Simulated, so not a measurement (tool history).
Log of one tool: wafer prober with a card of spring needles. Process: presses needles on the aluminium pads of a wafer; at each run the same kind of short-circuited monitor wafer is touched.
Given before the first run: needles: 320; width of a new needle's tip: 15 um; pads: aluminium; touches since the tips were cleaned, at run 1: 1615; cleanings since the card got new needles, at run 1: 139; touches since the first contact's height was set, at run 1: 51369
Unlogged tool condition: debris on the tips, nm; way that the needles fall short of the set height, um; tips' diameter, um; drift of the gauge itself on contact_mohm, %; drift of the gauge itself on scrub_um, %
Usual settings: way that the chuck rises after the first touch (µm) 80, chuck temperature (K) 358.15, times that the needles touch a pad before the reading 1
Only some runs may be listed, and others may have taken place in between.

| run | hour | way that the chuck rises after the first touch (µm) | chuck temperature (K) | times that the needles touch a pad before the reading | touches since the tips were cleaned | cleanings since the card got new needles | touches since the first contact's height was set | resistance of one needle with its contact and lead (mohm) | way that a needle slides on the pad (µm) |
|---|---|---|---|---|---|---|---|---|---|
| 1 | 0.0 | 80 | 358.15 | 1 | 1615 | 139 | 51369 | 111 | 21.17 |
|  | 3.4 | tips cleaned on abrasive film |
|  | 11.5 | tips cleaned on abrasive film |
|  | 18.1 | tips cleaned on abrasive film |
| 2 | 22.5 | 80 | 308.15 | 1 | 1610 | 142 | 59618 | 106 | 21.20 |
|  | 25.8 | tips cleaned on abrasive film |
|  | 33.8 | tips cleaned on abrasive film |
|  | 41.0 | tips cleaned on abrasive film |
| 3 | 41.0 | 80 | 308.15 | 1 | 0 | 145 | 66400 | 106 | 21.16 |
|  | 48.8 | tips cleaned on abrasive film |
|  | 56.6 | tips cleaned on abrasive film |
| 4 | 62.9 | 80 | 358.15 | 2 | 2357 | 147 | 74472 | 113 | 21.13 |
|  | 64.6 | tips cleaned on abrasive film |
|  | 71.9 | tips cleaned on abrasive film |
| 5 | 77.5 | 80 | 358.15 | 2 | 2057 | 149 | 79810 | 111 | 21.10 |
|  | 78.8 | tips cleaned on abrasive film |
|  | 86.6 | tips cleaned on abrasive film |
|  | 94.2 | tips cleaned on abrasive film |
|  | 101.6 | tips cleaned on abrasive film |
| 6 | 102.7 | 80 | 358.15 | 2 | 401 | 153 | 89050 | 112 | 21.18 |
|  | 105.4 | height of the first contact set anew |
|  | 108.6 | tips cleaned on abrasive film |
|  | 116.1 | tips cleaned on abrasive film |
|  | 124.4 | tips cleaned on abrasive film |
| 7 | 124.4 | 80 | 358.15 | 1 | 0 | 156 | 6950 | 113 | 21.12 |
|  | 132.4 | tips cleaned on abrasive film |
|  | 140.1 | tips cleaned on abrasive film |
|  | 147.7 | tips cleaned on abrasive film |
| 8 | 151.1 | 80 | 358.15 | 1 | 1287 | 159 | 16803 | 112 | 21.06 |
|  | 155.5 | tips cleaned on abrasive film |
|  | 162.6 | tips cleaned on abrasive film |
| 9 | 163.4 | 80 | 358.15 | 1 | 291 | 161 | 21273 | 111 | 21.08 |
|  | 169.9 | tips cleaned on abrasive film |
|  | 178.2 | tips cleaned on abrasive film |
| 10 | 180.6 | 80 | 358.15 | 2 | 910 | 163 | 27613 | 113 | 21.10 |
|  | 184.8 | tips cleaned on abrasive film |
|  | 192.6 | tips cleaned on abrasive film |
| 11 | 196.1 | 80 | 381.15 | 1 | 1300 | 165 | 33303 | 116 | 21.04 |
|  | 200.3 | tips cleaned on abrasive film |
|  | 208.2 | tips cleaned on abrasive film |
| 12 | 212.0 | 80 | 381.15 | 1 | 1402 | 167 | 39130 | 118 | 21.04 |
|  | 215.3 | tips cleaned on abrasive film |
|  | 223.0 | tips cleaned on abrasive film |
|  | 230.3 | tips cleaned on abrasive film |
| 13 | 230.3 | 80 | 354.15 | 1 | 0 | 170 | 45837 | 110 | 21.03 |
|  | 238.3 | tips cleaned on abrasive film |
|  | 245.6 | tips cleaned on abrasive film |
|  | 253.4 | tips cleaned on abrasive film |
| 14 | 256.0 | 80 | 354.15 | 1 | 956 | 173 | 55276 | 115 | 21.02 |
|  | 260.1 | tips cleaned on abrasive film |
|  | 267.5 | tips cleaned on abrasive film |
|  | 275.2 | tips cleaned on abrasive film |
| 15 | 275.2 | 80 | 330.15 | 3 | 0 | 176 | 62309 | 110 | 21.02 |
|  | 283.3 | tips cleaned on abrasive film |
|  | 290.3 | tips cleaned on abrasive film |
| 16 | 293.6 | 86 | 302.15 | 1 | 1220 | 178 | 69089 | 105 | 22.63 |
|  | 298.3 | tips cleaned on abrasive film |
|  | 306.0 | tips cleaned on abrasive film |
|  | 314.3 | tips cleaned on abrasive film |
| 17 | 314.5 | 86 | 302.15 | 1 | 102 | 181 | 76764 | 103 | 22.60 |
|  | 321.3 | tips cleaned on abrasive film |
|  | 329.3 | tips cleaned on abrasive film |
| 18 | 334.5 | 76 | 358.15 | 1 | 1915 | 183 | 84109 | 112 | 19.93 |
|  | 337.3 | tips cleaned on abrasive film |
|  | 344.0 | tips cleaned on abrasive film |
|  | 350.5 | height of the first contact set anew |
|  | 352.2 | tips cleaned on abrasive film |
|  | 359.5 | tips cleaned on abrasive film |
| 19 | 361.1 | 76 | 358.15 | 1 | 596 | 187 | 3887 | 112 | 19.99 |
|  | 367.4 | tips cleaned on abrasive film |
|  | 375.3 | tips cleaned on abrasive film |
|  | 383.2 | tips cleaned on abrasive film |
| 20 | 383.2 | 85 | 324.15 | 2 | 0 | 190 | 11982 | 109 | 22.30 |
|  | 391.2 | tips cleaned on abrasive film |
| 21 | 397.6 | 85 | 324.15 | 2 | 2373 | 191 | 17313 | 109 | 22.31 |
|  | 399.3 | tips cleaned on abrasive film |
|  | 407.6 | tips cleaned on abrasive film |
| 22 | 413.8 | 80 | 358.15 | 1 | 2319 | 193 | 23272 | 113 | 20.96 |
|  | 415.5 | tips cleaned on abrasive film |
|  | 423.0 | tips cleaned on abrasive film |
| 23 | 426.1 | 63 | 366.15 | 1 | 1163 | 195 | 27784 | 116 | 16.53 |
|  | 430.9 | tips cleaned on abrasive film |
|  | 438.9 | tips cleaned on abrasive film |
|  | 446.9 | tips cleaned on abrasive film |
| 24 | 448.9 | 63 | 302.15 | 1 | 747 | 198 | 36140 | 107 | 16.54 |
|  | 453.7 | tips cleaned on abrasive film |
|  | 461.1 | tips cleaned on abrasive film |
|  | 468.8 | tips cleaned on abrasive film |
| 25 | 474.6 | 63 | 302.15 | 1 | 2172 | 201 | 45605 | 107 | 16.53 |
|  | 476.0 | tips cleaned on abrasive film |
|  | 483.8 | tips cleaned on abrasive film |
| 26 | 489.4 | 63 | 302.15 | 1 | 2089 | 203 | 51033 | 109 | 16.50 |
|  | 490.9 | tips cleaned on abrasive film |
|  | 502.9 | card fitted with new needles |
|  | 510.6 | tips cleaned on abrasive film |
|  | 518.2 | tips cleaned on abrasive film |
| 27 | 523.9 | 63 | 302.15 | 1 | 2137 | 2 | 7744 | 107 | 16.50 |

Each row is a separate what-if for the run after 27, all from the same tool condition, not one after another. Results?
|  | 525.2 | tips cleaned on abrasive film |
|  | 533.0 | tips cleaned on abrasive film |
|  | 541.2 | tips cleaned on abrasive film |
|  | 548.2 | tips cleaned on abrasive film |
| A | 549.5 | 80 | 337.15 | 1 | 475 | 6 | 17103 | ? | ? |
|  | 525.2 | tips cleaned on abrasive film |
|  | 533.0 | tips cleaned on abrasive film |
|  | 541.2 | tips cleaned on abrasive film |
|  | 548.2 | tips cleaned on abrasive film |
| B | 549.5 | 80 | 351.15 | 2 | 475 | 6 | 17103 | ? | ? |
|  | 525.2 | tips cleaned on abrasive film |
|  | 533.0 | tips cleaned on abrasive film |
|  | 541.2 | tips cleaned on abrasive film |
|  | 548.2 | tips cleaned on abrasive film |
| C | 549.5 | 91 | 308.15 | 1 | 475 | 6 | 17103 | ? | ? |
|  | 525.2 | tips cleaned on abrasive film |
|  | 533.0 | tips cleaned on abrasive film |
|  | 541.2 | tips cleaned on abrasive film |
|  | 548.2 | tips cleaned on abrasive film |
| D | 549.5 | 76 | 358.15 | 1 | 475 | 6 | 17103 | ? | ? |

| run | resistance of one needle with its contact and lead (mohm) | way that a needle slides on the pad (µm) |
|---|---|---|
| A | 108 | 21.01 |
| B | 111 | 20.94 |
| C | 105 | 23.80 |
| D | 113 | 19.91 |
The same runs, with their run-to-run variation unchanged, on a tool lacking any hidden condition would have given:
| run | resistance of one needle with its contact and lead (mohm) | way that a needle slides on the pad (µm) |
|---|---|---|
| A | 108 | 21.26 |
| B | 111 | 21.19 |
| C | 105 | 24.09 |
| D | 113 | 20.16 |
